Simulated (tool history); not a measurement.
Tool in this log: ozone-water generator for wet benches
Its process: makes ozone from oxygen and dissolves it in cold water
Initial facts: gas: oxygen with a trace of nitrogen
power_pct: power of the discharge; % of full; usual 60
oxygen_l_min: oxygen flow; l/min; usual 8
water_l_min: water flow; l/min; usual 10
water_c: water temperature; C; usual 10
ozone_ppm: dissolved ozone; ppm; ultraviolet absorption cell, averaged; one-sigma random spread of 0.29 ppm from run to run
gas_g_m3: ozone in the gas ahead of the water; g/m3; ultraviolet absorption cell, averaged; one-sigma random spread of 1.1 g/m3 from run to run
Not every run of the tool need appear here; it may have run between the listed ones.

run	hour	power_pct	oxygen_l_min	water_l_min	water_c	ozone_ppm	gas_g_m3
1	0	60	8	10	10	42.1	187.1
2	116.3	60	8	10	10	41.7	186.5
3	213	60	8	13	10	35.3	185.1
4	266.9	70	8	10	10	46.1	204.4
5	344.6	60	8	8	10	47.3	186
6	438.7	60	8	8	10	47.4	185.3
7	522.9	60	8	8	10	47	185.3
8	611.4	60	8	8	10	46.8	184.6
9	704.7	60	8	8	10	46.4	183.5
10	759.1	60	8	8	10	47.1	185.7
11	883.6	60	8	10	10	41.4	183.9
12	994.1	60	8	9	10	43.7	183.7
13	1107.3	60	8	9	10	43.8	183.2
14	1193.1	60	9.53	10	10	40.3	169.7
15	1259.1	60	9.53	10	10	39.9	170.3
16	1372.9	58	8	10	5	44.1	179.6
17	1466.4	98	8	16	16	34.3	247
18	1596.7	41	6.94	14	6	26.6	154.2
# hour 1608.4: contactor cleaned
19	1731.2	41	6.94	14	6	26	155.1
20	1828.4	41	6.94	14	6	26	155.3
21	1948.2	78	8	8	10	53.1	210.7
22	2075.1	60	9.08	7	12	44.8	172.6
23	2163	75	8	10	7	47.5	205.7
24	2237.7	45	4.61	10	10	33.1	193.5
25	2319.7	57	11.85	7	8	45.1	146.2

Each row is a separate what-if for the run after 25, all from the same tool condition, not one after another. Results?
# hour 2349.1: contactor cleaned, once more
A	2449.1	57	12.71	7	16	?	?
# hour 2349.1: contactor cleaned, once more
B	2449.1	57	7.74	7	8	?	?
# hour 2349.1: contactor cleaned, once more
C	2449.1	73	12.15	7	8	?	?
# hour 2349.1: contactor cleaned, once more
D	2449.1	60	9.49	10	10	?	?
# hour 2349.1: contactor cleaned, once more
E	2449.1	88	8	9	10	?	?

run	ozone_ppm	gas_g_m3
A	38.3	143.7
B	51.1	178.3
C	54.7	169.6
D	41.4	167.2
E	56.5	225.9
Take away the tool's hidden state, keep each run's random variation, and the runs would have read:
run	ozone_ppm	gas_g_m3
A	41.6	154.8
B	55.4	192.1
C	60.1	185.1
D	45.1	180.6
E	62.7	249.1

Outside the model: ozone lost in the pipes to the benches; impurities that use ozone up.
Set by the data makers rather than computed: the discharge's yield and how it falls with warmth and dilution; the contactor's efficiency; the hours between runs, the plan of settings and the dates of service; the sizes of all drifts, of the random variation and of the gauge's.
